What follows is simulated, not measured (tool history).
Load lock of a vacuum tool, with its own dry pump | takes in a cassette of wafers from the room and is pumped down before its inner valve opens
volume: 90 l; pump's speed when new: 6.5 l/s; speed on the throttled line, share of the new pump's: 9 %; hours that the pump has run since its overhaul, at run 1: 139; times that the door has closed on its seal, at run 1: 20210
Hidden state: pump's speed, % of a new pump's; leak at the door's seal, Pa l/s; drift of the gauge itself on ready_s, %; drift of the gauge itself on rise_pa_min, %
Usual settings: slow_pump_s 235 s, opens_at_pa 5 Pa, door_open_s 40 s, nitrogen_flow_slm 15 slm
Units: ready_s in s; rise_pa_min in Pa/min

run,hour,slow_pump_s,opens_at_pa,door_open_s,nitrogen_flow_slm,hours that the pump has run since its overhaul,times that the door has closed on its seal,"incoming humidity of the room's air, %",ready_s,rise_pa_min
1,0,235,5,40,15,139,20210,43,347.5,0.522
2,174.7,235,5,40,15,313,20696,44,353.4,0.539
# hour 223.8: door's seal changed, seat wiped
3,384.6,235,5,40,15,522,447,43,353.7,0.039
4,605.9,235,5,40,15,743,1063,44,351.6,0.042
5,781.3,235,5,40,15,919,1551,47.6,347.5,0.053
6,978.9,235,5,112,15,1116,2101,45.4,352.3,0.083
7,1162.9,235,5,113,15,1300,2613,42.8,357.5,0.084
8,1341.9,235,5,113,15,1479,3111,44.4,349.3,0.096
9,1569.1,201,5,113,15,1706,3743,45.2,323,0.114
10,1689.5,235,5,40,15,1827,4078,41.5,353.8,0.08
11,1833.6,235,5,40,15,1971,4479,44.3,349.1,0.085
12,2013,235,5,40,8,2150,4978,44,353.8,0.101
13,2118.1,235,5,40,15,2255,5270,45.7,356,0.099
14,2297.7,235,5,40,15,2435,5770,47.5,355.2,0.111
15,2472.2,235,5,28,15,2610,6256,47.3,355.2,0.112
16,2679.9,381,8,189,33,2817,6833,49.3,486.1,0.154
17,2778.5,301,5,40,8,2916,7108,45.4,412.8,0.136
18,3003.8,423,5,40,15,3141,7735,44,524.3,0.145
19,3202.2,423,5,40,15,3340,8287,43.8,530,0.161
20,3432.3,235,5,91,15,3570,8927,41.8,355.9,0.184
21,3579.7,235,5,91,15,3717,9337,45,356.4,0.205
22,3771.1,235,5,71,15,3908,9870,42.3,357,0.205
23,3920.4,281,5,71,5,4058,10285,44.5,398.6,0.229
24,4030.1,210,5,121,9,4167,10590,46.8,331.9,0.26
25,4257.4,210,6,121,14,4395,11223,44.6,335.3,0.254
26,4353.3,193,7,50,6,4491,11490,45.1,313,0.251
27,4517,193,7,50,6,4654,11945,43.8,317.9,0.257
28,4614.6,159,5,228,7,4752,12217,48.5,292.7,0.348
29,4820.8,159,5,228,7,4958,12790,40.9,290.4,0.339

Measured less the same run without the tool's hidden state. The same run-to-run variation is in both; the gauge's scatter may not be:
run,ready_s,rise_pa_min
1,-1.2,+0.487
2,-1,+0.504
3,-0.9,+0.005
4,-0.5,+0.009
5,-0.2,+0.014
6,+0.1,+0.02
7,+0.5,+0.028
8,+0.8,+0.032
9,+1.5,+0.043
10,+1.4,+0.047
11,+1.7,+0.054
12,+2,+0.06
13,+2.2,+0.064
14,+2.4,+0.072
15,+2.8,+0.081
16,+2.6,+0.093
17,+3.4,+0.098
18,+3.1,+0.11
19,+3.5,+0.122
20,+4.5,+0.133
21,+5.1,+0.147
22,+5.4,+0.158
23,+5.5,+0.167
24,+5.9,+0.177
25,+6.3,+0.188
26,+6.3,+0.2
27,+6.8,+0.209
28,+7.5,+0.221
29,+7.8,+0.234
